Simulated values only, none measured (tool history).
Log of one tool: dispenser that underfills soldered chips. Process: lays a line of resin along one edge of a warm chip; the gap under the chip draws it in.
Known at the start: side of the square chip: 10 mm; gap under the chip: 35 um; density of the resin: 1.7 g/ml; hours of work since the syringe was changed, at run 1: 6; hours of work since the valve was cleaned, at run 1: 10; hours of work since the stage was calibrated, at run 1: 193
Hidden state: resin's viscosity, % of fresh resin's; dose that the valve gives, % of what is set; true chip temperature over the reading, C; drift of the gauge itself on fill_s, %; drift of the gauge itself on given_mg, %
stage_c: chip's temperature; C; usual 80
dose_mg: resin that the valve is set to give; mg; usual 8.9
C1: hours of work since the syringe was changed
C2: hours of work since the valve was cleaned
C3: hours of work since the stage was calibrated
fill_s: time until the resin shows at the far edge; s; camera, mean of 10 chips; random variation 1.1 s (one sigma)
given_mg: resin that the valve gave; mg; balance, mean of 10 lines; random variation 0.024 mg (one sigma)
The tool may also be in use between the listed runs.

run 1 hour=0 | stage_c=80 dose_mg=8.9 | C1=6 C2=10 C3=193 | fill_s=160 given_mg=8.83
-- hour=6.4 new syringe of resin
run 2 hour=14.7 | stage_c=80 dose_mg=8.9 | C1=6 C2=20 C3=203 | fill_s=164.6 given_mg=8.77
-- hour=21.2 new syringe of resin
run 3 hour=28 | stage_c=80 dose_mg=8.9 | C1=5 C2=29 C3=212 | fill_s=151.3 given_mg=8.75
-- hour=35.2 new syringe of resin
run 4 hour=45 | stage_c=72 dose_mg=8.9 | C1=7 C2=41 C3=224 | fill_s=260.1 given_mg=8.66
-- hour=49.5 new syringe of resin
run 5 hour=59.6 | stage_c=80 dose_mg=11.17 | C1=7 C2=51 C3=234 | fill_s=180.6 given_mg=10.76
-- hour=62.1 dispensing valve cleaned and set on the balance
-- hour=64.9 new syringe of resin
run 6 hour=67.9 | stage_c=86 dose_mg=11.17 | C1=2 C2=4 C3=239 | fill_s=98.5 given_mg=11.17
run 7 hour=77.7 | stage_c=86 dose_mg=11.17 | C1=9 C2=11 C3=246 | fill_s=159.2 given_mg=11.14
-- hour=79.1 new syringe of resin
run 8 hour=85.8 | stage_c=86 dose_mg=11.17 | C1=5 C2=16 C3=251 | fill_s=113.5 given_mg=11.09
-- hour=93.1 new syringe of resin
run 9 hour=100.8 | stage_c=80 dose_mg=8.9 | C1=5 C2=26 C3=261 | fill_s=158.7 given_mg=8.77
-- hour=107.8 new syringe of resin
run 10 hour=114.9 | stage_c=80 dose_mg=8.9 | C1=5 C2=36 C3=271 | fill_s=157.9 given_mg=8.72
-- hour=121.7 new syringe of resin
run 11 hour=131.1 | stage_c=80 dose_mg=8.9 | C1=7 C2=47 C3=282 | fill_s=177.7 given_mg=8.7
-- hour=135.1 new syringe of resin
-- hour=139 dispensing valve cleaned and set on the balance
run 12 hour=145.2 | stage_c=92 dose_mg=8.9 | C1=6 C2=4 C3=291 | fill_s=99 given_mg=8.86
-- hour=149.8 new syringe of resin
run 13 hour=160.4 | stage_c=84 dose_mg=7.83 | C1=7 C2=15 C3=301 | fill_s=161.6 given_mg=7.76
-- hour=163.4 new syringe of resin
run 14 hour=168.5 | stage_c=80 dose_mg=7.91 | C1=4 C2=20 C3=307 | fill_s=147.5 given_mg=7.82
-- hour=177.6 new syringe of resin
run 15 hour=181 | stage_c=80 dose_mg=7.91 | C1=2 C2=29 C3=315 | fill_s=137.2 given_mg=7.75
-- hour=191.5 new syringe of resin
run 16 hour=196.2 | stage_c=66 dose_mg=10.5 | C1=3 C2=39 C3=326 | fill_s=268 given_mg=10.27
run 17 hour=203.5 | stage_c=68 dose_mg=10.26 | C1=8 C2=44 C3=331 | fill_s=354.3 given_mg=9.93
-- hour=205.2 new syringe of resin
-- hour=215.7 dispensing valve cleaned and set on the balance
-- hour=220.4 new syringe of resin
run 18 hour=221.4 | stage_c=83 dose_mg=8.3 | C1=1 C2=4 C3=342 | fill_s=104 given_mg=8.34
run 19 hour=233.4 | stage_c=66 dose_mg=10.75 | C1=9 C2=12 C3=350 | fill_s=412 given_mg=10.7
-- hour=234.9 new syringe of resin
run 20 hour=244.5 | stage_c=76 dose_mg=10.7 | C1=7 C2=20 C3=358 | fill_s=214.8 given_mg=10.64
-- hour=248.7 new syringe of resin
run 21 hour=257.7 | stage_c=76 dose_mg=10.7 | C1=6 C2=29 C3=367 | fill_s=207 given_mg=10.54
-- hour=263.3 new syringe of resin
run 22 hour=268.8 | stage_c=76 dose_mg=10.7 | C1=4 C2=36 C3=374 | fill_s=174.9 given_mg=10.48
-- hour=277 new syringe of resin
run 23 hour=285.7 | stage_c=76 dose_mg=10.7 | C1=6 C2=48 C3=386 | fill_s=207.3 given_mg=10.45

Forecast each of these 5 alternatives for the next run:
-- hour=291.9 new syringe of resin
-- hour=292.9 dispensing valve cleaned and set on the balance
run A hour=297.2 | stage_c=86 dose_mg=8.9 | C1=3 C2=3 C3=393 | fill_s=? given_mg=?
-- hour=291.9 new syringe of resin
-- hour=292.9 dispensing valve cleaned and set on the balance
run B hour=297.2 | stage_c=80 dose_mg=9.54 | C1=3 C2=3 C3=393 | fill_s=? given_mg=?
-- hour=291.9 new syringe of resin
-- hour=292.9 dispensing valve cleaned and set on the balance
run C hour=297.2 | stage_c=93 dose_mg=7.93 | C1=3 C2=3 C3=393 | fill_s=? given_mg=?
-- hour=291.9 new syringe of resin
-- hour=292.9 dispensing valve cleaned and set on the balance
run D hour=297.2 | stage_c=78 dose_mg=7.87 | C1=3 C2=3 C3=393 | fill_s=? given_mg=?
-- hour=291.9 new syringe of resin
-- hour=292.9 dispensing valve cleaned and set on the balance
run E hour=297.2 | stage_c=83 dose_mg=9.18 | C1=3 C2=3 C3=393 | fill_s=? given_mg=?

run=A fill_s=103.9 given_mg=8.87
run=B fill_s=134.2 given_mg=9.5
run=C fill_s=77.7 given_mg=7.87
run=D fill_s=151.9 given_mg=7.8
run=E fill_s=115.4 given_mg=9.12
Without the tool's hidden state the same runs would have given:
run=A fill_s=80.1 given_mg=8.92
run=B fill_s=103.1 given_mg=9.55
run=C fill_s=60 given_mg=7.91
run=D fill_s=116.5 given_mg=7.85
run=E fill_s=88.7 given_mg=9.17
